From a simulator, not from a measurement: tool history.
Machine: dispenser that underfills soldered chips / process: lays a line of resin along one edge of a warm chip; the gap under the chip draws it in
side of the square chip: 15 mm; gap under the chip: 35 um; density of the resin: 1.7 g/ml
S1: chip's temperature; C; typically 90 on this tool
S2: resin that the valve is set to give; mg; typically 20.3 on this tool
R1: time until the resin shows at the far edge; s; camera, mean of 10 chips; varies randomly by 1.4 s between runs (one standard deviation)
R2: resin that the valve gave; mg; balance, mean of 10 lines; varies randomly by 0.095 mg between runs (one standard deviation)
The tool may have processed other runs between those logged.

| run | hour | S1 | S2 | R1 | R2 |
|---|---|---|---|---|---|
| 1 | 0.0 | 90 | 20.3 | 165.0 | 19.45 |
|  | 8.0 | new syringe of resin |
| 2 | 8.0 | 90 | 20.3 | 135.6 | 19.50 |
|  | 16.9 | dispensing valve cleaned and set on the balance |
|  | 19.7 | new syringe of resin |
| 3 | 20.8 | 90 | 19.6 | 147.0 | 19.78 |
|  | 30.4 | new syringe of resin |
| 4 | 34.3 | 90 | 19.6 | 179.6 | 19.38 |
|  | 41.6 | new syringe of resin |
| 5 | 41.6 | 95 | 20.3 | 115.0 | 20.23 |
| 6 | 50.3 | 95 | 24.0 | 206.9 | 23.64 |
|  | 53.1 | new syringe of resin |
|  | 64.0 | new syringe of resin |
| 7 | 64.0 | 90 | 20.3 | 139.5 | 20.03 |
|  | 74.9 | new syringe of resin |
| 8 | 74.9 | 90 | 20.3 | 139.6 | 19.75 |
|  | 85.8 | new syringe of resin |
| 9 | 87.5 | 90 | 20.3 | 154.5 | 19.70 |
| 10 | 93.9 | 90 | 24.3 | 231.9 | 23.49 |
|  | 97.0 | new syringe of resin |
| 11 | 101.8 | 90 | 24.3 | 185.2 | 23.28 |
|  | 108.5 | new syringe of resin |
| 12 | 113.5 | 90 | 18.5 | 196.3 | 17.82 |
|  | 119.4 | new syringe of resin |
| 13 | 120.7 | 90 | 18.5 | 152.2 | 17.76 |
|  | 130.6 | new syringe of resin |
| 14 | 134.8 | 90 | 18.5 | 193.3 | 17.51 |
|  | 136.9 | dispensing valve cleaned and set on the balance |
|  | 142.8 | new syringe of resin |
| 15 | 150.8 | 90 | 18.5 | 241.2 | 18.36 |
|  | 153.2 | new syringe of resin |
|  | 164.0 | new syringe of resin |
| 16 | 164.4 | 90 | 18.1 | 144.0 | 17.84 |
|  | 175.2 | new syringe of resin |
| 17 | 179.6 | 90 | 20.3 | 182.5 | 20.01 |
|  | 186.3 | new syringe of resin |
| 18 | 193.5 | 90 | 18.1 | 234.0 | 17.69 |
|  | 197.1 | new syringe of resin |
| 19 | 205.6 | 84 | 25.3 | 289.0 | 24.53 |
|  | 208.3 | new syringe of resin |
|  | 219.1 | new syringe of resin |
| 20 | 219.8 | 100 | 20.3 | 102.8 | 19.43 |
| 21 | 227.5 | 100 | 20.3 | 176.3 | 19.65 |
|  | 230.2 | new syringe of resin |
|  | 241.5 | new syringe of resin |
| 22 | 242.1 | 100 | 20.3 | 106.3 | 19.58 |
| 23 | 248.3 | 100 | 20.3 | 160.1 | 19.28 |
|  | 252.2 | new syringe of resin |
|  | 256.4 | dispensing valve cleaned and set on the balance |
|  | 263.8 | new syringe of resin |
| 24 | 265.1 | 100 | 20.3 | 106.7 | 20.16 |
|  | 275.5 | new syringe of resin |
| 25 | 278.6 | 96 | 19.0 | 143.0 | 18.61 |
|  | 286.5 | new syringe of resin |
| 26 | 287.0 | 76 | 21.0 | 238.0 | 20.62 |
|  | 297.4 | new syringe of resin |
| 27 | 300.7 | 90 | 25.1 | 177.2 | 24.55 |
|  | 308.2 | new syringe of resin |
| 28 | 312.0 | 76 | 18.9 | 305.1 | 18.38 |
|  | 318.6 | new syringe of resin |
| 29 | 319.4 | 80 | 19.6 | 211.6 | 18.97 |
|  | 329.3 | new syringe of resin |
| 30 | 330.4 | 98 | 23.8 | 113.0 | 22.82 |
| 31 | 338.7 | 79 | 23.3 | 381.0 | 22.26 |
|  | 340.2 | new syringe of resin |
| 32 | 349.8 | 79 | 23.3 | 394.4 | 22.49 |
|  | 351.3 | new syringe of resin |
|  | 362.1 | new syringe of resin |
| 33 | 362.1 | 79 | 23.3 | 208.1 | 21.98 |

Predict each of these 5 candidate next runs independently; none follows another, all start after run 33:
| A | 369.7 | 75 | 22.7 | ? | ? |
| B | 369.7 | 91 | 26.0 | ? | ? |
| C | 369.7 | 101 | 19.0 | ? | ? |
| D | 369.7 | 88 | 23.4 | ? | ? |
| E | 369.7 | 79 | 21.8 | ? | ? |

| run | R1 | R2 |
|---|---|---|
| A | 399.7 | 21.61 |
| B | 227.2 | 24.56 |
| C | 169.8 | 18.19 |
| D | 248.2 | 22.13 |
| E | 349.3 | 20.60 |
Had the tool no hidden state, the same runs would have come out as:
| run | R1 | R2 |
|---|---|---|
| A | 221.1 | 22.76 |
| B | 126.8 | 25.87 |
| C | 93.8 | 19.16 |
| D | 137.9 | 23.31 |
| E | 193.4 | 21.70 |

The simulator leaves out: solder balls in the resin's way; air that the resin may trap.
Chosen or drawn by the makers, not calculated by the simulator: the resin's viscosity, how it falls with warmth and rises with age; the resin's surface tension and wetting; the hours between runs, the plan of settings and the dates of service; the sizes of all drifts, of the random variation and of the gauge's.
